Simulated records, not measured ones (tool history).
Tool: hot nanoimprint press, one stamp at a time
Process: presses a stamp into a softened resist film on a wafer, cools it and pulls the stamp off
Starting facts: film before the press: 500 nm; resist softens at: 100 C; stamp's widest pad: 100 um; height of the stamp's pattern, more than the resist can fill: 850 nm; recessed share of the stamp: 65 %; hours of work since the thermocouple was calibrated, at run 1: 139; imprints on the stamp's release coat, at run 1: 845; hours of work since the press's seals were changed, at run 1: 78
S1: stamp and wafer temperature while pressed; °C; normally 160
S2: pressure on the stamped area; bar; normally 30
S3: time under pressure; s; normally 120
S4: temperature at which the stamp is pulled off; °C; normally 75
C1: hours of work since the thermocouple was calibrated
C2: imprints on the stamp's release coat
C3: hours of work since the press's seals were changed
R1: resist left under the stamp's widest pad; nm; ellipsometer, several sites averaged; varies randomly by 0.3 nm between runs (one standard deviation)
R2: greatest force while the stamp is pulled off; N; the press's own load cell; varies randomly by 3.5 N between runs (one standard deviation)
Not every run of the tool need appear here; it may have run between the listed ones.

run 1 hour=0 | S1=160 S2=30 S3=120 S4=75 | C1=139 C2=845 C3=78 | R1=177 R2=171
run 2 hour=4.8 | S1=160 S2=30 S3=120 S4=75 | C1=142 C2=862 C3=80 | R1=177.1 R2=164
run 3 hour=15.4 | S1=160 S2=30 S3=120 S4=75 | C1=147 C2=900 C3=86 | R1=176.9 R2=167
run 4 hour=22.2 | S1=160 S2=30 S3=120 S4=75 | C1=150 C2=925 C3=89 | R1=177.9 R2=170
run 5 hour=30.2 | S1=160 S2=30 S3=120 S4=75 | C1=154 C2=954 C3=93 | R1=177.4 R2=166
run 6 hour=37.9 | S1=160 S2=30 S3=120 S4=75 | C1=158 C2=981 C3=97 | R1=177.3 R2=175
run 7 hour=46.3 | S1=160 S2=34.3 S3=120 S4=75 | C1=163 C2=1012 C3=101 | R1=165.8 R2=176
run 8 hour=54.6 | S1=160 S2=34.3 S3=76 S4=75 | C1=167 C2=1042 C3=105 | R1=198.7 R2=173
-- hour=71.3 stamp cleaned and given a new release coat
run 9 hour=71.6 | S1=160 S2=30 S3=120 S4=63 | C1=172 C2=1 C3=111 | R1=177.7 R2=204
run 10 hour=78.3 | S1=160 S2=30 S3=120 S4=63 | C1=176 C2=26 C3=114 | R1=177.4 R2=203
run 11 hour=89.4 | S1=160 S2=30 S3=120 S4=75 | C1=181 C2=66 C3=120 | R1=177 R2=169
run 12 hour=94.9 | S1=160 S2=30 S3=120 S4=75 | C1=184 C2=85 C3=123 | R1=176.6 R2=171
run 13 hour=99.8 | S1=160 S2=30 S3=120 S4=75 | C1=187 C2=103 C3=125 | R1=177.5 R2=171
run 14 hour=111.5 | S1=160 S2=30 S3=120 S4=75 | C1=192 C2=145 C3=131 | R1=177.4 R2=168
run 15 hour=121.6 | S1=160 S2=30 S3=120 S4=75 | C1=198 C2=182 C3=136 | R1=177.1 R2=165
run 16 hour=132.1 | S1=149 S2=18.3 S3=181 S4=78 | C1=203 C2=220 C3=141 | R1=292.2 R2=152
run 17 hour=141.9 | S1=149 S2=18.3 S3=181 S4=78 | C1=208 C2=255 C3=146 | R1=290.7 R2=159
run 18 hour=147.9 | S1=160 S2=28.2 S3=120 S4=75 | C1=211 C2=277 C3=149 | R1=182.6 R2=168
run 19 hour=156.3 | S1=160 S2=28.2 S3=120 S4=80 | C1=215 C2=307 C3=154 | R1=182.4 R2=154
run 20 hour=164.7 | S1=160 S2=28.2 S3=120 S4=80 | C1=219 C2=338 C3=158 | R1=182.6 R2=150
run 21 hour=171.5 | S1=160 S2=21 S3=237 S4=82 | C1=223 C2=362 C3=161 | R1=161.4 R2=144
run 22 hour=178.1 | S1=167 S2=26.2 S3=237 S4=82 | C1=226 C2=386 C3=165 | R1=108.9 R2=147
run 23 hour=187.2 | S1=170 S2=20.4 S3=111 S4=82 | C1=231 C2=419 C3=169 | R1=153.2 R2=145
run 24 hour=192.4 | S1=160 S2=30 S3=164 S4=81 | C1=233 C2=438 C3=172 | R1=156.6 R2=151
run 25 hour=203.2 | S1=159 S2=25.5 S3=148 S4=71 | C1=239 C2=476 C3=177 | R1=184.6 R2=183
run 26 hour=208.4 | S1=159 S2=39.9 S3=220 S4=63 | C1=241 C2=495 C3=180 | R1=123.9 R2=207
run 27 hour=216.6 | S1=159 S2=39.9 S3=220 S4=63 | C1=246 C2=525 C3=184 | R1=123.4 R2=206
run 28 hour=222.5 | S1=159 S2=39.9 S3=220 S4=63 | C1=248 C2=546 C3=187 | R1=123.6 R2=208
run 29 hour=230.7 | S1=163 S2=39.9 S3=143 S4=81 | C1=253 C2=576 C3=191 | R1=125.8 R2=150
run 30 hour=235.7 | S1=166 S2=23 S3=61 S4=78 | C1=255 C2=594 C3=194 | R1=210.8 R2=160

Forecast each of these 4 alternatives for the next run:
run A hour=243.4 | S1=168 S2=19.2 S3=120 S4=64 | C1=259 C2=621 C3=197 | R1=? R2=?
run B hour=243.4 | S1=166 S2=28.4 S3=61 S4=63 | C1=259 C2=621 C3=197 | R1=? R2=?
run C hour=243.4 | S1=166 S2=23.1 S3=61 S4=80 | C1=259 C2=621 C3=197 | R1=? R2=?
run D hour=243.4 | S1=170 S2=21.8 S3=120 S4=62 | C1=259 C2=621 C3=197 | R1=? R2=?

run=A R1=164.7 R2=198
run=B R1=190.4 R2=216
run=C R1=210 R2=149
run=D R1=143.1 R2=211
Without the tool's unlogged condition, the same runs would have read:
run=A R1=164.8 R2=197
run=B R1=190.5 R2=214
run=C R1=210.2 R2=147
run=D R1=143.3 R2=210
